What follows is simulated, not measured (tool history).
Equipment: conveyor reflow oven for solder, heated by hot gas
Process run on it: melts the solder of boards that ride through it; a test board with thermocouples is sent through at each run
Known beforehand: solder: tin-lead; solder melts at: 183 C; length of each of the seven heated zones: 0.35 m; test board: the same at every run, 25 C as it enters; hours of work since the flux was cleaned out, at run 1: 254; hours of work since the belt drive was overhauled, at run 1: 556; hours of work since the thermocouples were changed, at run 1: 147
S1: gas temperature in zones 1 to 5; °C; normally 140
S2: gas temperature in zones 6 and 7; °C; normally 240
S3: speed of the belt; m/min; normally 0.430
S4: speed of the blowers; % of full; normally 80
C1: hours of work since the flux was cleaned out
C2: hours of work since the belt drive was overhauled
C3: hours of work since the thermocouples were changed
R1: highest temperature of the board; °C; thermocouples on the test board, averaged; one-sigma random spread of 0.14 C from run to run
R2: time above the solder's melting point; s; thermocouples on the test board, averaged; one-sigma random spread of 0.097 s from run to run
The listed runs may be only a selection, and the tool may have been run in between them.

run	hour	S1	S2	S3	S4	C1	C2	C3	R1	R2
1	0.0	140	240	0.430	80	254	556	147	228.2	84.77
2	19.7	140	240	0.430	80	270	572	163	228.0	84.57
3	49.7	140	240	0.430	80	294	596	187	228.1	84.62
4	80.6	140	240	0.430	80	318	621	211	227.9	84.53
5	107.1	140	240	0.430	80	339	642	233	227.8	84.66
6	126.4	140	240	0.430	80	355	657	248	227.8	84.43
7	143.3	140	240	0.430	80	368	671	261	227.8	84.39
# hour 152.6: flux residue cleaned out of gas plates and filters
8	176.4	140	240	0.430	88	19	693	284	227.2	84.00
9	191.3	140	230	0.430	80	31	705	296	216.7	75.15
10	204.9	140	230	0.430	80	42	716	307	216.6	75.14
# hour 237.1: flux residue cleaned out of gas plates and filters, once more
11	238.3	140	240	0.430	87	1	738	329	232.0	87.67
12	260.7	140	240	0.430	87	19	756	347	231.5	87.58
13	275.6	140	240	0.430	80	31	768	359	230.3	86.83
14	307.5	140	240	0.430	80	56	794	384	230.4	86.70
15	322.0	140	240	0.430	80	68	805	396	230.4	86.66
16	346.5	143	240	0.506	80	87	825	415	226.3	71.84
17	370.3	138	240	0.343	80	106	844	434	234.8	112.00
18	385.7	154	228	0.343	59	118	856	447	221.6	110.30
19	400.2	154	245	0.343	59	130	867	458	237.5	121.57
20	421.6	154	245	0.443	52	147	885	475	229.3	89.42
21	436.4	150	237	0.361	52	159	896	487	226.7	106.22
22	460.3	154	252	0.502	80	178	915	506	238.4	83.52
23	475.7	154	252	0.502	80	190	928	518	238.3	83.42
24	491.7	140	240	0.458	76	203	940	531	227.1	78.89
25	510.6	140	240	0.458	76	218	955	546	227.0	78.93
26	536.1	136	229	0.369	73	238	976	566	221.3	92.60
27	568.2	136	229	0.369	52	264	1001	592	217.0	86.64
28	600.4	136	229	0.369	52	290	1027	618	217.1	86.58
29	632.2	136	229	0.369	52	315	1052	643	216.9	86.31
30	651.3	136	229	0.369	52	330	1068	658	216.7	86.13

Forecast each of these 4 alternatives for the next run:
A	666.2	140	244	0.430	80	342	1079	670	?	?
B	666.2	136	238	0.414	65	342	1079	670	?	?
C	666.2	140	253	0.430	65	342	1079	670	?	?
D	666.2	136	248	0.369	52	342	1079	670	?	?

run	R1	R2
A	232.4	88.25
B	224.7	84.04
C	237.6	91.32
D	234.5	102.31
With no hidden state in the tool, these same runs would have given:
run	R1	R2
A	233.7	87.87
B	225.8	84.01
C	238.8	90.57
D	235.1	101.28

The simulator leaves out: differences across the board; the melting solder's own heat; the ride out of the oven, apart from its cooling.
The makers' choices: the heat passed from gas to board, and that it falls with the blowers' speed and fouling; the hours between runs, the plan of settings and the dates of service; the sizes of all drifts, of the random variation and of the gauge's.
